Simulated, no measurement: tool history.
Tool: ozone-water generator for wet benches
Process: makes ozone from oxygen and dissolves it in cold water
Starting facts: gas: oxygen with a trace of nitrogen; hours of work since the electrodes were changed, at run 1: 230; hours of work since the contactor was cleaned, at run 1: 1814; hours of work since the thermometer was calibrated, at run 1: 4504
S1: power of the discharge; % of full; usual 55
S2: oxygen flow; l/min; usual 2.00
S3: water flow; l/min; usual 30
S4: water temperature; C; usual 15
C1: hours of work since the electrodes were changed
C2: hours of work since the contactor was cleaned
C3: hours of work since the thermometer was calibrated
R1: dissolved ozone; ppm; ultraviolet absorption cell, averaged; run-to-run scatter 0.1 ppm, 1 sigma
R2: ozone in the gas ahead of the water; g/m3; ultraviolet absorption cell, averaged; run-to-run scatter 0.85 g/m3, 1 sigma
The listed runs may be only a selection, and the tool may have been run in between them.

{"run": 1, "day": 0.0, "S1": 55, "S2": 2.0, "S3": 30, "S4": 15, "C1": 230, "C2": 1814, "C3": 4504, "R1": 4.3, "R2": 137.3}
{"run": 2, "day": 1.129, "S1": 55, "S2": 2.0, "S3": 29, "S4": 15, "C1": 251, "C2": 1835, "C3": 4525, "R1": 4.4, "R2": 137.3}
{"run": 3, "day": 2.629, "S1": 55, "S2": 2.0, "S3": 30, "S4": 10, "C1": 279, "C2": 1863, "C3": 4553, "R1": 4.2, "R2": 137.5}
{"run": 4, "day": 3.858, "S1": 55, "S2": 2.0, "S3": 30, "S4": 10, "C1": 302, "C2": 1886, "C3": 4576, "R1": 4.2, "R2": 137.9}
{"run": 5, "day": 5.717, "S1": 55, "S2": 2.0, "S3": 30, "S4": 10, "C1": 337, "C2": 1921, "C3": 4611, "R1": 4.1, "R2": 137.8}
{"run": 6, "day": 7.433, "S1": 55, "S2": 1.33, "S3": 30, "S4": 15, "C1": 369, "C2": 1953, "C3": 4643, "R1": 3.4, "R2": 155.6}
{"run": 7, "day": 8.875, "S1": 55, "S2": 2.0, "S3": 30, "S4": 15, "C1": 396, "C2": 1980, "C3": 4670, "R1": 4.0, "R2": 137.8}
{"run": 8, "day": 10.592, "S1": 55, "S2": 2.0, "S3": 30, "S4": 15, "C1": 428, "C2": 2012, "C3": 4702, "R1": 4.2, "R2": 135.2}
{"run": 9, "day": 12.017, "S1": 68, "S2": 2.0, "S3": 30, "S4": 15, "C1": 455, "C2": 2039, "C3": 4729, "R1": 4.6, "R2": 152.3}
{"run": 10, "day": 13.083, "S1": 55, "S2": 2.0, "S3": 30, "S4": 15, "C1": 474, "C2": 2059, "C3": 4749, "R1": 4.2, "R2": 134.4}
{"run": 11, "day": 14.0, "S1": 55, "S2": 2.0, "S3": 30, "S4": 15, "C1": 492, "C2": 2076, "C3": 4766, "R1": 4.3, "R2": 135.3}
{"run": 12, "day": 15.175, "S1": 55, "S2": 3.51, "S3": 30, "S4": 10, "C1": 514, "C2": 2098, "C3": 4788, "R1": 5.5, "R2": 111.0}
{"run": 13, "day": 16.621, "S1": 62, "S2": 2.46, "S3": 30, "S4": 10, "C1": 541, "C2": 2125, "C3": 4815, "R1": 5.0, "R2": 134.3}
{"run": 14, "day": 17.962, "S1": 55, "S2": 2.0, "S3": 39, "S4": 12, "C1": 566, "C2": 2150, "C3": 4840, "R1": 3.2, "R2": 135.7}
{"run": 15, "day": 19.612, "S1": 55, "S2": 2.0, "S3": 38, "S4": 13, "C1": 596, "C2": 2180, "C3": 4871, "R1": 3.1, "R2": 136.5}
{"run": 16, "day": 21.329, "S1": 55, "S2": 1.86, "S3": 32, "S4": 21, "C1": 629, "C2": 2213, "C3": 4903, "R1": 3.7, "R2": 137.5}
{"run": 17, "day": 22.45, "S1": 55, "S2": 1.86, "S3": 32, "S4": 21, "C1": 649, "C2": 2234, "C3": 4924, "R1": 3.5, "R2": 137.2}
{"run": 18, "day": 23.8, "S1": 67, "S2": 1.86, "S3": 32, "S4": 20, "C1": 675, "C2": 2259, "C3": 4949, "R1": 3.9, "R2": 154.4}
{"day": 25.179, "done": "water thermometer calibrated"}
{"run": 19, "day": 25.546, "S1": 82, "S2": 2.18, "S3": 30, "S4": 15, "C1": 707, "C2": 2291, "C3": 7, "R1": 5.2, "R2": 162.8}
{"run": 20, "day": 26.575, "S1": 82, "S2": 2.18, "S3": 30, "S4": 15, "C1": 726, "C2": 2310, "C3": 26, "R1": 5.1, "R2": 161.2}
{"run": 21, "day": 27.825, "S1": 84, "S2": 1.25, "S3": 48, "S4": 8, "C1": 749, "C2": 2334, "C3": 49, "R1": 2.2, "R2": 194.7}

Selected run-to-run steps in R1, each split into two signed amounts: the part the tool would show with no hidden state at all (from settings, incoming material and random variation), and the remainder, which goes to the hidden state together with any gauge scatter not common to the measured and the hidden-state-free results:
Hidden conditions of the tool in this case: yield of the discharge, % of new electrodes'; contactor's efficiency, % of a clean one's; true water temperature over the reading, C; drift of the gauge itself on ozone_ppm, %; drift of the gauge itself on gas_g_m3, %.
Run 11 -> 12: S2 2.00 -> 3.51, S4 15 -> 10. R1 +1.2 ppm: hidden state -0.2, all else +1.4.
Run 13 -> 14: S1 62 -> 55, S2 2.46 -> 2.00, S3 30 -> 39, S4 10 -> 12. R1 -1.8 ppm: hidden state +0.1, all else -1.9.
Run 18 -> 19: S1 67 -> 82, S2 1.86 -> 2.18, S3 32 -> 30, S4 20 -> 15, water thermometer calibrated. R1 +1.3 ppm: hidden state -0.2, all else +1.5.
Run 20 -> 21: S1 82 -> 84, S2 2.18 -> 1.25, S3 30 -> 48, S4 15 -> 8. R1 -2.9 ppm: hidden state +0.2, all else -3.1.

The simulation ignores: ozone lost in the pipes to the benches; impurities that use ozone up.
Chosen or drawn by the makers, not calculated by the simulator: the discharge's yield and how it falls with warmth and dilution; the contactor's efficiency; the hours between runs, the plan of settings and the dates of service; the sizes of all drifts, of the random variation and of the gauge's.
